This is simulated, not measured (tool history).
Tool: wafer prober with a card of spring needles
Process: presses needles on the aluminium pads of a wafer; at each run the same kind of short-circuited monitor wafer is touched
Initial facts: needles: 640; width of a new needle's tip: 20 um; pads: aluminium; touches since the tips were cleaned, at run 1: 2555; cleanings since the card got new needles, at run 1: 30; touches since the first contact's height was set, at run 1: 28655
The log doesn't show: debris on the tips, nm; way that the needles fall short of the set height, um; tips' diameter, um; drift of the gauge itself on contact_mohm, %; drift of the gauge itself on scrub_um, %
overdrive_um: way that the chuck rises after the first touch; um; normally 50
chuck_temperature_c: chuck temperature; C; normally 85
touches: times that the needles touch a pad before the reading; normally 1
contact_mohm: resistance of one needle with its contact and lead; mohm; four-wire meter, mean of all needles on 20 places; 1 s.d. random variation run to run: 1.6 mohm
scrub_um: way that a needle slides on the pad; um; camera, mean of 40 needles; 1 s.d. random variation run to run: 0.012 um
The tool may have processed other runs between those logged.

run	day	overdrive_um	chuck_temperature_c	touches	touches since the tips were cleaned	cleanings since the card got new needles	touches since the first contact's height was set	contact_mohm	scrub_um
1	0.000	50	85	1	2555	30	28655	149	7.82
# day 1.046: tips cleaned on abrasive film
2	1.283	56	85	1	1337	31	35795	148	8.75
3	2.325	56	85	1	7154	31	41612	152	8.75
# day 2.504: tips cleaned on abrasive film
4	3.704	56	85	1	6699	32	49278	147	8.75
# day 3.950: tips cleaned on abrasive film
5	5.000	56	85	1	5860	33	56491	151	8.76
# day 5.471: tips cleaned on abrasive film
6	5.888	35	85	1	2338	34	61426	164	5.45
# day 6.188: height of the first contact set anew
7	6.758	35	26	3	7137	34	3187	148	5.48
# day 6.967: tips cleaned on abrasive film
8	7.788	35	26	3	4594	35	8903	149	5.47
# day 8.512: tips cleaned on abrasive film
9	8.604	35	26	3	513	36	13433	151	5.48
10	9.900	35	26	3	7749	36	20669	149	5.47
# day 10.021: tips cleaned on abrasive film
11	10.808	35	26	3	4394	37	25700	149	5.47

Here are 5 independent what-if runs from the current tool condition. What would each one return?
# day 11.562: tips cleaned on abrasive film
A	12.075	39	46	1	2851	38	32759	?	?
# day 11.562: tips cleaned on abrasive film
B	12.075	38	26	3	2851	38	32759	?	?
# day 11.562: tips cleaned on abrasive film
C	12.075	35	26	3	2851	38	32759	?	?
# day 11.562: tips cleaned on abrasive film
D	12.075	34	85	2	2851	38	32759	?	?
# day 11.562: tips cleaned on abrasive film
E	12.075	50	63	3	2851	38	32759	?	?

run	contact_mohm	scrub_um
A	151	6.08
B	146	5.92
C	150	5.49
D	164	5.32
E	149	7.81
Without the tool's hidden state the same runs would have given:
run	contact_mohm	scrub_um
A	150	6.08
B	146	5.92
C	149	5.49
D	164	5.32
E	149	7.81
